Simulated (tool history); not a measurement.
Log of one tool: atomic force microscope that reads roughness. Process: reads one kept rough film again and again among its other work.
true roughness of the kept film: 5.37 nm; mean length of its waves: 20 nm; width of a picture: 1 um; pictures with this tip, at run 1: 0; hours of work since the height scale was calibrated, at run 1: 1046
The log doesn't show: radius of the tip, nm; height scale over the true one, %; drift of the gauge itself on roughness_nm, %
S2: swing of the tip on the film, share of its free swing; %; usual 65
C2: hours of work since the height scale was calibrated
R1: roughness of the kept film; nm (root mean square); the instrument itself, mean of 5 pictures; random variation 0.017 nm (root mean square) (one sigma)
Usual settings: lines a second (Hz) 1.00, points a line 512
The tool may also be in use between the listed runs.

{"run": 1, "hour": 0.0, "lines a second (Hz)": 1.0, "S2": 65, "points a line": 512, "pictures with this tip": 0, "C2": 1046, "R1": 4.04}
{"run": 2, "hour": 61.2, "lines a second (Hz)": 1.0, "S2": 65, "points a line": 512, "pictures with this tip": 77, "C2": 1087, "R1": 2.88}
{"run": 3, "hour": 97.6, "lines a second (Hz)": 1.0, "S2": 65, "points a line": 512, "pictures with this tip": 123, "C2": 1111, "R1": 2.422}
{"hour": 119.6, "done": "new tip fitted"}
{"run": 4, "hour": 152.7, "lines a second (Hz)": 1.0, "S2": 65, "points a line": 512, "pictures with this tip": 42, "C2": 1147, "R1": 3.304}
{"run": 5, "hour": 197.7, "lines a second (Hz)": 1.0, "S2": 65, "points a line": 512, "pictures with this tip": 98, "C2": 1177, "R1": 2.685}
{"hour": 241.0, "done": "new tip fitted"}
{"run": 6, "hour": 265.1, "lines a second (Hz)": 1.0, "S2": 65, "points a line": 512, "pictures with this tip": 31, "C2": 1222, "R1": 3.485}
{"run": 7, "hour": 323.0, "lines a second (Hz)": 1.0, "S2": 65, "points a line": 512, "pictures with this tip": 104, "C2": 1260, "R1": 2.679}
{"hour": 362.2, "done": "new tip fitted"}
{"run": 8, "hour": 377.1, "lines a second (Hz)": 1.0, "S2": 86, "points a line": 512, "pictures with this tip": 19, "C2": 1296, "R1": 3.398}
{"run": 9, "hour": 443.2, "lines a second (Hz)": 1.43, "S2": 65, "points a line": 512, "pictures with this tip": 102, "C2": 1340, "R1": 2.555}
{"hour": 481.9, "done": "new tip fitted"}
{"run": 10, "hour": 505.5, "lines a second (Hz)": 1.43, "S2": 65, "points a line": 512, "pictures with this tip": 29, "C2": 1381, "R1": 3.422}
{"run": 11, "hour": 540.1, "lines a second (Hz)": 1.43, "S2": 65, "points a line": 512, "pictures with this tip": 73, "C2": 1404, "R1": 2.806}
{"run": 12, "hour": 577.2, "lines a second (Hz)": 1.0, "S2": 65, "points a line": 512, "pictures with this tip": 120, "C2": 1429, "R1": 2.488}
{"hour": 602.3, "done": "new tip fitted"}
{"run": 13, "hour": 623.4, "lines a second (Hz)": 1.0, "S2": 65, "points a line": 512, "pictures with this tip": 26, "C2": 1459, "R1": 3.578}
{"run": 14, "hour": 658.8, "lines a second (Hz)": 1.0, "S2": 65, "points a line": 784, "pictures with this tip": 71, "C2": 1483, "R1": 2.957}
{"hour": 724.9, "done": "new tip fitted"}
{"run": 15, "hour": 730.9, "lines a second (Hz)": 1.0, "S2": 65, "points a line": 784, "pictures with this tip": 8, "C2": 1530, "R1": 3.781}
{"run": 16, "hour": 771.4, "lines a second (Hz)": 1.0, "S2": 65, "points a line": 784, "pictures with this tip": 59, "C2": 1557, "R1": 2.976}
{"hour": 843.6, "done": "new tip fitted"}
{"run": 17, "hour": 843.6, "lines a second (Hz)": 1.0, "S2": 65, "points a line": 784, "pictures with this tip": 0, "C2": 1605, "R1": 4.012}
{"run": 18, "hour": 900.2, "lines a second (Hz)": 1.0, "S2": 57, "points a line": 512, "pictures with this tip": 72, "C2": 1642, "R1": 2.931}
{"hour": 905.3, "done": "height scale calibrated on a step standard"}
{"hour": 963.5, "done": "new tip fitted"}
{"run": 19, "hour": 972.0, "lines a second (Hz)": 1.0, "S2": 57, "points a line": 995, "pictures with this tip": 11, "C2": 44, "R1": 3.826}
{"run": 20, "hour": 1020.7, "lines a second (Hz)": 1.0, "S2": 57, "points a line": 995, "pictures with this tip": 73, "C2": 76, "R1": 2.951}
{"run": 21, "hour": 1075.3, "lines a second (Hz)": 1.0, "S2": 57, "points a line": 995, "pictures with this tip": 141, "C2": 113, "R1": 2.344}
{"hour": 1082.1, "done": "new tip fitted"}
{"run": 22, "hour": 1112.9, "lines a second (Hz)": 1.0, "S2": 65, "points a line": 512, "pictures with this tip": 39, "C2": 137, "R1": 3.328}
{"run": 23, "hour": 1180.9, "lines a second (Hz)": 1.0, "S2": 65, "points a line": 512, "pictures with this tip": 125, "C2": 183, "R1": 2.394}
{"hour": 1203.1, "done": "new tip fitted"}
{"run": 24, "hour": 1245.8, "lines a second (Hz)": 3.38, "S2": 65, "points a line": 512, "pictures with this tip": 54, "C2": 225, "R1": 2.906}
{"hour": 1297.5, "done": "height scale calibrated on a step standard, once more"}
{"run": 25, "hour": 1318.1, "lines a second (Hz)": 3.38, "S2": 65, "points a line": 512, "pictures with this tip": 144, "C2": 14, "R1": 2.041}
{"hour": 1324.7, "done": "new tip fitted"}
{"run": 26, "hour": 1387.8, "lines a second (Hz)": 1.0, "S2": 85, "points a line": 343, "pictures with this tip": 80, "C2": 60, "R1": 2.541}
{"hour": 1446.8, "done": "new tip fitted"}
{"run": 27, "hour": 1454.6, "lines a second (Hz)": 1.21, "S2": 85, "points a line": 299, "pictures with this tip": 10, "C2": 104, "R1": 3.381}
{"run": 28, "hour": 1525.9, "lines a second (Hz)": 1.21, "S2": 85, "points a line": 299, "pictures with this tip": 100, "C2": 151, "R1": 2.306}
{"hour": 1565.0, "done": "new tip fitted"}
{"run": 29, "hour": 1593.8, "lines a second (Hz)": 1.21, "S2": 55, "points a line": 300, "pictures with this tip": 36, "C2": 196, "R1": 3.28}
{"run": 30, "hour": 1650.8, "lines a second (Hz)": 1.21, "S2": 80, "points a line": 550, "pictures with this tip": 108, "C2": 234, "R1": 2.358}
{"run": 31, "hour": 1680.1, "lines a second (Hz)": 3.16, "S2": 74, "points a line": 738, "pictures with this tip": 145, "C2": 253, "R1": 1.894}
{"hour": 1684.6, "done": "new tip fitted"}
{"run": 32, "hour": 1744.9, "lines a second (Hz)": 2.21, "S2": 73, "points a line": 819, "pictures with this tip": 76, "C2": 296, "R1": 2.507}
{"run": 33, "hour": 1797.3, "lines a second (Hz)": 0.63, "S2": 83, "points a line": 939, "pictures with this tip": 142, "C2": 331, "R1": 2.17}
{"hour": 1807.1, "done": "new tip fitted"}
{"run": 34, "hour": 1851.8, "lines a second (Hz)": 1.0, "S2": 75, "points a line": 337, "pictures with this tip": 57, "C2": 367, "R1": 2.877}
{"run": 35, "hour": 1912.1, "lines a second (Hz)": 1.0, "S2": 75, "points a line": 337, "pictures with this tip": 133, "C2": 407, "R1": 2.224}
{"hour": 1927.0, "done": "new tip fitted"}
{"run": 36, "hour": 1981.7, "lines a second (Hz)": 0.7, "S2": 62, "points a line": 479, "pictures with this tip": 69, "C2": 453, "R1": 2.916}

The next listed run, before its measurement:
{"hour": 2046.6, "done": "new tip fitted"}
{"run": 37, "hour": 2048.0, "lines a second (Hz)": 1.0, "S2": 67, "points a line": 296, "pictures with this tip": 2, "C2": 497, "R1": "?"}

R1: 3.868 nm (root mean square)
Without the tool's hidden state the same run would have given R1 3.936 nm (root mean square).
